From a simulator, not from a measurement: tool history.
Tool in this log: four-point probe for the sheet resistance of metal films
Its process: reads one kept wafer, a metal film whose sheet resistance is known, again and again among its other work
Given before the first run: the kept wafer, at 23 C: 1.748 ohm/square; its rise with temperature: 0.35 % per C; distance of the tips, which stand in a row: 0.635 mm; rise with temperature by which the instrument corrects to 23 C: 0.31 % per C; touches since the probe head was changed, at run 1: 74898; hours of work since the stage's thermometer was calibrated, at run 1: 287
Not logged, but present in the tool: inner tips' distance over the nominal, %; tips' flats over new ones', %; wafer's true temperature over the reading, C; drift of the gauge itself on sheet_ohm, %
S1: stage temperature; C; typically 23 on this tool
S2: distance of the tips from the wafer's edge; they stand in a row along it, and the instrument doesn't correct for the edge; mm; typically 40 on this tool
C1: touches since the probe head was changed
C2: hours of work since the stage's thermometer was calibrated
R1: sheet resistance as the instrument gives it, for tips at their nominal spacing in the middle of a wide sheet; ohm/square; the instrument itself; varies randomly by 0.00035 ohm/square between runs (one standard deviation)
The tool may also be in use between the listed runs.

run,hour,S1,S2,C1,C2,R1
1,0.0,23,40,74898,287,1.766990
2,65.2,23,26,76924,315,1.767807
3,124.8,23,26,78778,339,1.768508
4,157.3,23,71,79791,353,1.768383
5,198.3,23,71,81067,370,1.768560
6,254.9,23,71,82827,394,1.768839
7,303.4,23,71,84335,414,1.769514
8,351.0,23,71,85815,434,1.769426
9,392.5,23,71,87107,451,1.770347
10,457.7,28,39,89135,478,1.774352
11,498.0,24,40,90388,495,1.771689
12,568.8,28,52,92589,525,1.775080
13,636.6,28,52,94698,553,1.775364

Alternative continuations, all from the tool just after run 13; predict every row:
A,693.4,21,23,96466,577,?
B,693.4,33,17,96466,577,?
C,693.4,24,31,96466,577,?

run,R1
A,1.770593
B,1.780619
C,1.773229
The same runs, with their run-to-run variation unchanged, on a tool lacking any hidden condition would have given:
run,R1
A,1.746728
B,1.756595
C,1.749321
